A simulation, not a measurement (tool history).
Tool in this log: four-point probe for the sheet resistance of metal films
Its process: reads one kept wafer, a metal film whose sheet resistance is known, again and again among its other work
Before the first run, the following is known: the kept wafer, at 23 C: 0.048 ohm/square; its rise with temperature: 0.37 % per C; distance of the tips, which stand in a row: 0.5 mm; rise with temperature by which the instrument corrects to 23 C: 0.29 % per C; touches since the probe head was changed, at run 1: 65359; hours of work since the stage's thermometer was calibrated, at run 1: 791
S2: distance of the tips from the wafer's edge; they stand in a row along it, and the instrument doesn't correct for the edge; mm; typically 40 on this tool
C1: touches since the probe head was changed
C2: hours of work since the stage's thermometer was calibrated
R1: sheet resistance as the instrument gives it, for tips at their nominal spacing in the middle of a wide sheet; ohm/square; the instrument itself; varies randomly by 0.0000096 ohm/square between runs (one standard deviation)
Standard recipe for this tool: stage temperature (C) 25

{"run": 1, "hour": 0.0, "stage temperature (C)": 25, "S2": 40, "C1": 65359, "C2": 791, "R1": 0.048059}
{"run": 2, "hour": 48.1, "stage temperature (C)": 25, "S2": 40, "C1": 66640, "C2": 816, "R1": 0.048072}
{"run": 3, "hour": 84.2, "stage temperature (C)": 25, "S2": 40, "C1": 67601, "C2": 834, "R1": 0.048075}
{"run": 4, "hour": 115.7, "stage temperature (C)": 25, "S2": 40, "C1": 68440, "C2": 851, "R1": 0.048061}
{"run": 5, "hour": 152.6, "stage temperature (C)": 25, "S2": 40, "C1": 69424, "C2": 869, "R1": 0.048074}
{"run": 6, "hour": 203.0, "stage temperature (C)": 25, "S2": 40, "C1": 70766, "C2": 895, "R1": 0.04806}
{"run": 7, "hour": 252.6, "stage temperature (C)": 25, "S2": 40, "C1": 72087, "C2": 921, "R1": 0.048043}
{"run": 8, "hour": 291.4, "stage temperature (C)": 25, "S2": 40, "C1": 73118, "C2": 940, "R1": 0.048041}
{"run": 9, "hour": 324.4, "stage temperature (C)": 21, "S2": 40, "C1": 73998, "C2": 957, "R1": 0.047892}
{"run": 10, "hour": 383.2, "stage temperature (C)": 21, "S2": 40, "C1": 75563, "C2": 987, "R1": 0.047849}
{"run": 11, "hour": 407.6, "stage temperature (C)": 25, "S2": 40, "C1": 76214, "C2": 1000, "R1": 0.048017}
{"run": 12, "hour": 455.2, "stage temperature (C)": 25, "S2": 20, "C1": 77480, "C2": 1024, "R1": 0.04803}
{"run": 13, "hour": 487.1, "stage temperature (C)": 25, "S2": 40, "C1": 78330, "C2": 1041, "R1": 0.048019}
{"run": 14, "hour": 518.3, "stage temperature (C)": 25, "S2": 40, "C1": 79161, "C2": 1057, "R1": 0.048027}
{"run": 15, "hour": 543.8, "stage temperature (C)": 21, "S2": 40, "C1": 79841, "C2": 1070, "R1": 0.04785}
{"run": 16, "hour": 597.8, "stage temperature (C)": 25, "S2": 40, "C1": 81279, "C2": 1097, "R1": 0.048012}
{"run": 17, "hour": 634.8, "stage temperature (C)": 25, "S2": 40, "C1": 82263, "C2": 1116, "R1": 0.048023}
{"run": 18, "hour": 660.8, "stage temperature (C)": 25, "S2": 40, "C1": 82957, "C2": 1130, "R1": 0.048007}
{"run": 19, "hour": 694.1, "stage temperature (C)": 25, "S2": 40, "C1": 83844, "C2": 1147, "R1": 0.048002}
{"hour": 700.1, "done": "stage's thermometer calibrated"}
{"run": 20, "hour": 749.4, "stage temperature (C)": 25, "S2": 40, "C1": 85301, "C2": 25, "R1": 0.047964}
{"run": 21, "hour": 801.3, "stage temperature (C)": 25, "S2": 19, "C1": 86685, "C2": 52, "R1": 0.047973}
{"run": 22, "hour": 850.1, "stage temperature (C)": 31, "S2": 40, "C1": 87985, "C2": 77, "R1": 0.048218}
{"run": 23, "hour": 887.2, "stage temperature (C)": 32, "S2": 7, "C1": 88973, "C2": 96, "R1": 0.048365}
{"run": 24, "hour": 945.8, "stage temperature (C)": 32, "S2": 7, "C1": 90533, "C2": 126, "R1": 0.048343}
{"hour": 954.1, "done": "stage's thermometer calibrated, once more"}
{"run": 25, "hour": 977.0, "stage temperature (C)": 24, "S2": 5, "C1": 91349, "C2": 12, "R1": 0.048246}
{"run": 26, "hour": 1037.0, "stage temperature (C)": 25, "S2": 15, "C1": 92948, "C2": 42, "R1": 0.048054}
{"run": 27, "hour": 1095.3, "stage temperature (C)": 25, "S2": 15, "C1": 94501, "C2": 72, "R1": 0.048044}
{"run": 28, "hour": 1122.5, "stage temperature (C)": 25, "S2": 6, "C1": 95223, "C2": 86, "R1": 0.0482}
{"run": 29, "hour": 1166.6, "stage temperature (C)": 28, "S2": 39, "C1": 96398, "C2": 109, "R1": 0.048117}
{"run": 30, "hour": 1193.6, "stage temperature (C)": 28, "S2": 39, "C1": 97118, "C2": 123, "R1": 0.048122}
{"run": 31, "hour": 1247.5, "stage temperature (C)": 24, "S2": 5, "C1": 98553, "C2": 150, "R1": 0.048208}
{"run": 32, "hour": 1277.5, "stage temperature (C)": 24, "S2": 24, "C1": 99351, "C2": 166, "R1": 0.047963}
{"run": 33, "hour": 1331.3, "stage temperature (C)": 20, "S2": 46, "C1": 100783, "C2": 193, "R1": 0.047811}
{"run": 34, "hour": 1390.8, "stage temperature (C)": 20, "S2": 46, "C1": 102369, "C2": 224, "R1": 0.04779}
{"run": 35, "hour": 1447.1, "stage temperature (C)": 20, "S2": 46, "C1": 103867, "C2": 252, "R1": 0.047782}
{"run": 36, "hour": 1474.8, "stage temperature (C)": 29, "S2": 13, "C1": 104605, "C2": 267, "R1": 0.048173}
{"run": 37, "hour": 1528.7, "stage temperature (C)": 22, "S2": 12, "C1": 106042, "C2": 294, "R1": 0.0479}
{"run": 38, "hour": 1574.0, "stage temperature (C)": 20, "S2": 4, "C1": 107248, "C2": 317, "R1": 0.048165}
{"run": 39, "hour": 1607.8, "stage temperature (C)": 26, "S2": 6, "C1": 108149, "C2": 335, "R1": 0.048173}
{"run": 40, "hour": 1665.7, "stage temperature (C)": 26, "S2": 6, "C1": 109690, "C2": 364, "R1": 0.04817}
{"run": 41, "hour": 1719.9, "stage temperature (C)": 21, "S2": 11, "C1": 111132, "C2": 392, "R1": 0.047835}

What does the tool deliver on the next run?
{"run": 42, "hour": 1746.9, "stage temperature (C)": 21, "S2": 11, "C1": 111853, "C2": 406, "R1": "?"}

Logged for run 42: R1 0.047831 ohm/square.
Were there no unlogged condition in the tool, this run, its random variation unchanged, would have produced R1 0.047967 ohm/square.
